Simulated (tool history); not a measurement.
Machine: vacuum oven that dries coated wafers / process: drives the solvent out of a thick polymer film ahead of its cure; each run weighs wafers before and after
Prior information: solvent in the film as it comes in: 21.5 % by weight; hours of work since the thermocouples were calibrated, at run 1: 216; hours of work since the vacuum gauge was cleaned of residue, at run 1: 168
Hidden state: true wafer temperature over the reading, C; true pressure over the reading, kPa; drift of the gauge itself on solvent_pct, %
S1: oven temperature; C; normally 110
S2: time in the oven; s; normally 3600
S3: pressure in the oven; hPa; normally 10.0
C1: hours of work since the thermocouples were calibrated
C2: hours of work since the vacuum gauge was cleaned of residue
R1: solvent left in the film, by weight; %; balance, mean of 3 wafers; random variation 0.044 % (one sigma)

| run | hour | S1 | S2 | S3 | C1 | C2 | R1 |
|---|---|---|---|---|---|---|---|
| 1 | 0.0 | 110 | 3600 | 10.0 | 216 | 168 | 1.55 |
| 2 | 13.1 | 110 | 4260 | 10.0 | 225 | 178 | 1.12 |
| 3 | 31.4 | 110 | 4260 | 10.0 | 239 | 191 | 1.13 |
| 4 | 43.7 | 110 | 3600 | 10.0 | 248 | 201 | 1.59 |
| 5 | 69.7 | 110 | 3600 | 6.7 | 268 | 220 | 1.43 |
| 6 | 90.7 | 110 | 3600 | 10.0 | 284 | 236 | 1.60 |
| 7 | 106.8 | 110 | 3600 | 10.0 | 296 | 248 | 1.61 |
| 8 | 123.9 | 110 | 3600 | 10.0 | 309 | 261 | 1.58 |
| 9 | 150.6 | 110 | 3600 | 10.0 | 329 | 281 | 1.65 |
| 10 | 161.7 | 110 | 3600 | 10.0 | 337 | 290 | 1.63 |
| 11 | 187.9 | 110 | 3600 | 5.7 | 357 | 309 | 1.45 |
| 12 | 209.9 | 110 | 3600 | 7.5 | 373 | 326 | 1.55 |
| 13 | 233.2 | 110 | 3600 | 23.6 | 391 | 343 | 2.05 |
| 14 | 247.6 | 110 | 3600 | 23.6 | 402 | 354 | 2.22 |
| 15 | 264.2 | 110 | 3600 | 23.6 | 414 | 367 | 2.13 |
| 16 | 290.5 | 110 | 3600 | 23.6 | 434 | 386 | 2.16 |
|  | 294.5 | vacuum gauge cleaned of residue and calibrated |
| 17 | 319.3 | 107 | 2460 | 10.0 | 455 | 19 | 4.07 |
| 18 | 330.5 | 114 | 5940 | 10.0 | 463 | 27 | 0.54 |
| 19 | 351.5 | 114 | 5940 | 10.0 | 479 | 43 | 0.58 |
| 20 | 378.2 | 97 | 3600 | 10.0 | 499 | 63 | 4.89 |
| 21 | 398.0 | 110 | 1980 | 19.8 | 514 | 78 | 4.87 |
|  | 415.3 | vacuum gauge cleaned of residue and calibrated, once more |
| 22 | 423.7 | 110 | 3600 | 29.2 | 532 | 6 | 2.41 |
| 23 | 435.9 | 115 | 3060 | 17.9 | 541 | 15 | 1.60 |
| 24 | 456.0 | 106 | 6060 | 33.6 | 556 | 31 | 2.02 |
| 25 | 478.2 | 119 | 2640 | 8.0 | 573 | 47 | 1.10 |
| 26 | 501.2 | 119 | 2640 | 8.0 | 590 | 65 | 1.09 |

Forecast run 27:
| 27 | 515.3 | 99 | 3240 | 6.8 | 601 | 75 | ? |

{"run 27": {"R1": 4.75}}
Without the tool's hidden state the same run would have given R1 4.42 %.
